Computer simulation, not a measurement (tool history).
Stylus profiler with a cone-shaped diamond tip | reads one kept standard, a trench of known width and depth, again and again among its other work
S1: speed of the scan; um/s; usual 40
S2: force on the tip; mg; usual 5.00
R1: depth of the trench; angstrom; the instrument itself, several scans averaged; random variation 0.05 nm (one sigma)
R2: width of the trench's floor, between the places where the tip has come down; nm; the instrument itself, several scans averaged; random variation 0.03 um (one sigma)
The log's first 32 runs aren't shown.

{"run": 33, "day": 114.725, "S1": 40, "S2": 8.95, "R1": 2037.5, "R2": 47850}
{"run": 34, "day": 119.679, "S1": 26, "S2": 13.84, "R1": 2048.9, "R2": 47710}
{"run": 35, "day": 123.846, "S1": 119, "S2": 12.17, "R1": 2045.0, "R2": 47540}
{"run": 36, "day": 127.938, "S1": 14, "S2": 8.15, "R1": 2032.4, "R2": 47550}
{"run": 37, "day": 131.212, "S1": 14, "S2": 8.15, "R1": 2032.7, "R2": 47400}
{"run": 38, "day": 135.079, "S1": 14, "S2": 8.15, "R1": 2031.8, "R2": 47300}
{"run": 39, "day": 137.35, "S1": 15, "S2": 5.78, "R1": 2024.5, "R2": 47280}
{"run": 40, "day": 141.879, "S1": 15, "S2": 5.78, "R1": 2023.8, "R2": 47190}
{"run": 41, "day": 146.767, "S1": 15, "S2": 5.78, "R1": 2023.2, "R2": 47060}
{"run": 42, "day": 149.083, "S1": 55, "S2": 4.01, "R1": 2016.6, "R2": 46950}
{"run": 43, "day": 151.704, "S1": 15, "S2": 3.53, "R1": 2014.9, "R2": 47020}
{"run": 44, "day": 155.617, "S1": 32, "S2": 14.47, "R1": 2045.6, "R2": 46910}
{"day": 156.292, "done": "height scale calibrated on a step standard"}
{"run": 45, "day": 159.15, "S1": 11, "S2": 2.7, "R1": 2016.3, "R2": 46820}
{"run": 46, "day": 161.921, "S1": 47, "S2": 3.86, "R1": 2020.8, "R2": 46690}

Forecast each of these 4 alternatives for the next run:
{"run": "A", "day": 167.217, "S1": 16, "S2": 2.66, "R1": "?", "R2": "?"}
{"run": "B", "day": 167.217, "S1": 108, "S2": 3.86, "R1": "?", "R2": "?"}
{"run": "C", "day": 167.217, "S1": 30, "S2": 2.37, "R1": "?", "R2": "?"}
{"run": "D", "day": 167.217, "S1": 49, "S2": 2.51, "R1": "?", "R2": "?"}

run=A R1=2014.6 R2=46670
run=B R1=2019.3 R2=46520
run=C R1=2013.1 R2=46610
run=D R1=2014.3 R2=46610
Without the tool's hidden state the same runs would have given:
run=A R1=2016.4 R2=48020
run=B R1=2021.1 R2=47870
run=C R1=2014.9 R2=47960
run=D R1=2016.1 R2=47960
